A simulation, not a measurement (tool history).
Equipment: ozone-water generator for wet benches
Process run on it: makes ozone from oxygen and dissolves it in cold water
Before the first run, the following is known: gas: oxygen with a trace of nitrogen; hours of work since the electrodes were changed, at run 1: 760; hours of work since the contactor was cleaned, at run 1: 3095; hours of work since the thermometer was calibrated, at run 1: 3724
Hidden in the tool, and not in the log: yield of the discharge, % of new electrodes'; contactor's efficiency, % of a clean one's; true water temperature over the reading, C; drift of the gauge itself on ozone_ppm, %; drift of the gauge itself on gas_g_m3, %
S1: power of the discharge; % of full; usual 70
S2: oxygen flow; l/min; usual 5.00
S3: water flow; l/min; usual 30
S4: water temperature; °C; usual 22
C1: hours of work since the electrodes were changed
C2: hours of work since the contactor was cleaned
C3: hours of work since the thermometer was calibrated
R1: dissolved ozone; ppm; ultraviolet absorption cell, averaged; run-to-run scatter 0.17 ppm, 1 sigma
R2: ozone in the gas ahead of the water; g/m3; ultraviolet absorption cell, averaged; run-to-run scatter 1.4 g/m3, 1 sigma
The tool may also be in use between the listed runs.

| run | hour | S1 | S2 | S3 | S4 | C1 | C2 | C3 | R1 | R2 |
|---|---|---|---|---|---|---|---|---|---|---|
| 1 | 0.0 | 70 | 5.00 | 30 | 22 | 760 | 3095 | 3724 | 21.3 | 258.8 |
| 2 | 34.6 | 70 | 5.00 | 30 | 22 | 791 | 3125 | 3755 | 21.6 | 257.6 |
| 3 | 70.8 | 70 | 5.00 | 30 | 22 | 823 | 3157 | 3787 | 21.6 | 261.0 |
| 4 | 90.4 | 70 | 5.00 | 30 | 22 | 840 | 3174 | 3804 | 21.5 | 261.5 |
| 5 | 122.6 | 89 | 5.00 | 30 | 22 | 868 | 3202 | 3832 | 26.4 | 321.0 |
| 6 | 161.5 | 70 | 5.00 | 30 | 20 | 902 | 3237 | 3866 | 22.1 | 261.8 |
| 7 | 198.7 | 70 | 5.00 | 30 | 22 | 935 | 3269 | 3899 | 21.2 | 260.2 |
| 8 | 238.3 | 70 | 5.00 | 30 | 22 | 970 | 3304 | 3934 | 21.3 | 259.8 |
| 9 | 278.8 | 70 | 5.00 | 30 | 22 | 1005 | 3340 | 3969 | 21.6 | 261.7 |
| 10 | 313.8 | 70 | 5.00 | 30 | 22 | 1036 | 3370 | 4000 | 21.6 | 259.4 |
| 11 | 354.8 | 70 | 3.63 | 30 | 22 | 1072 | 3406 | 4036 | 19.4 | 289.3 |
| 12 | 375.0 | 70 | 3.63 | 30 | 22 | 1090 | 3424 | 4054 | 19.3 | 293.4 |
| 13 | 413.7 | 70 | 3.63 | 30 | 22 | 1124 | 3458 | 4088 | 19.4 | 292.1 |
| 14 | 453.5 | 70 | 3.63 | 30 | 22 | 1159 | 3493 | 4123 | 19.4 | 290.8 |
| 15 | 489.3 | 70 | 6.12 | 30 | 28 | 1190 | 3525 | 4154 | 20.8 | 242.7 |
| 16 | 512.1 | 94 | 7.84 | 40 | 23 | 1210 | 3545 | 4174 | 23.3 | 282.2 |
| 17 | 530.7 | 70 | 7.40 | 40 | 23 | 1227 | 3561 | 4191 | 17.9 | 224.9 |
| 18 | 559.6 | 70 | 6.27 | 36 | 22 | 1252 | 3586 | 4216 | 19.1 | 238.7 |
| 19 | 588.1 | 70 | 6.27 | 36 | 22 | 1277 | 3611 | 4241 | 19.0 | 238.3 |
| 20 | 609.1 | 70 | 2.95 | 47 | 22 | 1296 | 3630 | 4260 | 11.0 | 313.0 |
| 21 | 637.8 | 54 | 6.95 | 32 | 15 | 1321 | 3655 | 4285 | 19.2 | 182.3 |
| 22 | 663.4 | 54 | 3.74 | 32 | 20 | 1343 | 3678 | 4307 | 14.8 | 228.5 |
| 23 | 693.5 | 70 | 5.00 | 40 | 22 | 1370 | 3704 | 4334 | 16.0 | 257.9 |
| 24 | 722.4 | 70 | 2.74 | 30 | 22 | 1395 | 3729 | 4359 | 17.3 | 318.8 |
| 25 | 751.2 | 79 | 8.55 | 30 | 22 | 1421 | 3755 | 4385 | 26.4 | 235.5 |
| 26 | 779.9 | 70 | 5.00 | 20 | 22 | 1446 | 3780 | 4410 | 29.4 | 257.2 |
| 27 | 820.2 | 70 | 5.00 | 20 | 22 | 1481 | 3815 | 4445 | 29.6 | 256.1 |
| 28 | 844.8 | 42 | 5.00 | 33 | 22 | 1503 | 3837 | 4467 | 12.5 | 167.8 |

Each row is a separate what-if for the run after 28, all from the same tool condition, not one after another. Results?
| A | 864.9 | 75 | 4.94 | 33 | 26 | 1520 | 3855 | 4484 | ? | ? |
| B | 864.9 | 70 | 5.00 | 30 | 16 | 1520 | 3855 | 4484 | ? | ? |
| C | 864.9 | 85 | 5.00 | 30 | 21 | 1520 | 3855 | 4484 | ? | ? |
| D | 864.9 | 50 | 5.00 | 33 | 22 | 1520 | 3855 | 4484 | ? | ? |

| run | R1 | R2 |
|---|---|---|
| A | 19.4 | 272.6 |
| B | 22.6 | 256.7 |
| C | 25.2 | 302.9 |
| D | 14.3 | 193.4 |
The same runs, with their run-to-run variation unchanged, on a tool lacking any hidden condition would have given:
| run | R1 | R2 |
|---|---|---|
| A | 20.6 | 281.5 |
| B | 23.8 | 264.6 |
| C | 26.7 | 313.9 |
| D | 14.9 | 197.6 |
